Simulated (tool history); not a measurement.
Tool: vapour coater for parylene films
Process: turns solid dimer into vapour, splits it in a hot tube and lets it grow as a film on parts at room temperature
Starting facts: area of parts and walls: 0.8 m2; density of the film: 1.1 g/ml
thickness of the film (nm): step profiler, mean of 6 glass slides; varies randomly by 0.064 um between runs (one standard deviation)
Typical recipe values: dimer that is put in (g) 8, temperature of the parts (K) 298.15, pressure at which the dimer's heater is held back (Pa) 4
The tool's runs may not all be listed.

run,hour,dimer that is put in (g),temperature of the parts (K),pressure at which the dimer's heater is held back (Pa),thickness of the film (nm)
1,0,8,298.15,4,6770
2,44.5,8,296.15,4,6950
# hour 86.7: trap's valve overhauled
3,120.2,8,296.15,4,7840
4,185.8,8,298.15,4,7260
5,263.8,8,298.15,4,7100
6,312.1,8,298.15,4,6960
7,349.1,8,298.15,4,6800
8,406.3,8,298.15,4,6620
# hour 455: trap's valve overhauled
9,455.5,3,291.15,4.41,3250
10,543.3,8,306.15,2.9,6440
11,581.3,8,306.15,2.9,6390
12,631.6,8,306.15,7.03,4980
13,677.6,8,306.15,7.03,4870
14,716.4,8,306.15,7.03,4880
15,777.2,12,291.15,4.58,11510
# hour 816.8: trap's valve overhauled
16,858.5,12,291.15,4.58,12750

Below are 5 alternative next runs, each starting from the tool's condition after run 16. Predict each:
A,938.2,12,292.15,7.4,?
B,938.2,12,298.15,4.58,?
C,938.2,12,291.15,3.29,?
D,938.2,5,306.15,3.1,?
E,938.2,11,308.15,2.01,?

run,thickness of the film (nm)
A,10900
B,10470
C,12750
D,3910
E,9040
Had the tool no hidden state, the same runs would have come out as:
run,thickness of the film (nm)
A,11390
B,10950
C,13380
D,4090
E,9450
